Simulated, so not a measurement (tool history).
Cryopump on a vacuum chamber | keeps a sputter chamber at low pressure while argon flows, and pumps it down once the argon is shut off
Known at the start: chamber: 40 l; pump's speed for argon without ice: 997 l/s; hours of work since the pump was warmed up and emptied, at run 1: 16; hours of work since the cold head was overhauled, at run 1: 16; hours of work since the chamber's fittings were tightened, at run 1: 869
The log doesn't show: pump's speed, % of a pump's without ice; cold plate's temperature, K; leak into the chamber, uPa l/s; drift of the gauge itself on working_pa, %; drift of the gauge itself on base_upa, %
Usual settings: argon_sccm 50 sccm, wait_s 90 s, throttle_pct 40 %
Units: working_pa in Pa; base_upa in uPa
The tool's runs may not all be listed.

run     day  argon_sccm  wait_s  throttle_pct  hours of work since the pump was warmed up and emptied  hours of work since the cold head was overhauled  hours of work since the chamber's fittings were tightened  working_pa  base_upa
  1   0.000          50      90            40                                                      16                                                16                                                        869      0.2121      2.50
  2   0.475          50      90            40                                                      24                                                24                                                        876      0.2124      2.53
  3   1.167         100      90            40                                                      34                                                34                                                        886      0.4225      2.55
  4   1.900          90      90            40                                                      45                                                45                                                        897      0.3837      2.54
  5   2.433          90      90            40                                                      53                                                53                                                        906      0.3830      2.57
  6   3.254          90      90            40                                                      66                                                66                                                        918      0.3859      2.46
  7   4.104          50      67            40                                                      79                                                79                                                        931      0.2144      3.01
  8   4.988          50      67            40                                                      92                                                92                                                        945      0.2133      3.05
  9   5.588          50      67            40                                                     101                                               101                                                        954      0.2156      3.13
 10   6.062          50      90            40                                                     109                                               109                                                        961      0.2152      2.56
 11   6.542          50      90            40                                                     116                                               116                                                        968      0.2151      2.55
 12   6.962          50      90            40                                                     122                                               122                                                        975      0.2147      2.55
 13   7.812          50      90            40                                                     135                                               135                                                        988      0.2139      2.61
 14   8.312          50      90            40                                                     143                                               143                                                        995      0.2162      2.63
 15   8.871          50      90            40                                                     151                                               151                                                       1004      0.2163      2.64
 16   9.408          59     290            47                                                     160                                               160                                                       1012      0.2165      1.53
 17  10.242          92      90            18                                                     172                                               172                                                       1025      0.8770      2.74

Run 18 comes next. What will it give?
 18  10.875          50      25            25                                                     182                                               182                                                       1034           ?         ?

{"run 18": {"working_pa": 0.342, "base_upa": 6.85}}
Without the tool's hidden state the same run would have given working_pa 0.3379 Pa, base_upa 6.16 uPa.
